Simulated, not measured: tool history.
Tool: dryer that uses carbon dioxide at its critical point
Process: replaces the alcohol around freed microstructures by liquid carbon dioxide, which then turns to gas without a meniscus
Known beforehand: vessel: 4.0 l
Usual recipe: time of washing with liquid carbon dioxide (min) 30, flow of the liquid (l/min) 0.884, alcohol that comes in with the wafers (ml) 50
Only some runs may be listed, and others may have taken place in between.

run   hour  time of washing with liquid carbon dioxide (min)  flow of the liquid (l/min)  alcohol that comes in with the wafers (ml)  alcohol left in the vessel before it's heated (ppm by volume)
  1      0                                                30                       0.884                                          50                                                             97
  2   56.4                                                30                       0.884                                          50                                                            100
  3  103.4                                                30                       0.884                                          50                                                             96
  4  164.7                                                30                       0.884                                          50                                                            121
  5  201.6                                                30                       0.884                                          50                                                            130
  6  233.6                                                30                       0.884                                          50                                                            122
  7  258.8                                                30                       0.884                                          50                                                            135
  8  287.9                                                30                       0.884                                          50                                                            144
  9  313.8                                                30                       0.884                                          72                                                            162
 10  345.5                                                30                       0.884                                          72                                                            168
 11  406.6                                                30                       0.884                                          50                                                            160
 12  456.9                                                30                       0.884                                          50                                                            174
 13  516.3                                                37                       0.884                                          36                                                            144
 14  565.5                                                30                       0.884                                          20                                                            167
 15  602.5                                                30                       0.884                                          20                                                            159
 16  635.1                                                30                       0.884                                          33                                                            174
 17  667.6                                                40                       0.651                                          41                                                            189
 18    695                                                23                       1.179                                          34                                                            183
 19  755.2                                                19                       0.661                                          97                                                           1623
 20    810                                                19                       1.096                                          71                                                            342
 21  847.3                                                36                       1.101                                          78                                                            183
 22  904.5                                                36                       1.101                                          78                                                            214
 23  939.6                                                20                       1.083                                          57                                                            310

Removed from this log: 1 entry logged between the listed runs. Between which two listed runs does each belong, and how does the tool's hidden state at the listed run before it compare with that at the listed run after it?
Run 15 -> run 16: inlet filter changed (hour 628.6)
  flow that reaches the vessel past the clogged filter, %: 92.7 -> 99.9; alcohol in the recycled carbon dioxide, ppm: 151.5 -> 155.6
  difference, measured minus the result without the unlogged condition, alcohol left in the vessel before it's heated (ppm by volume): +150 -> +148
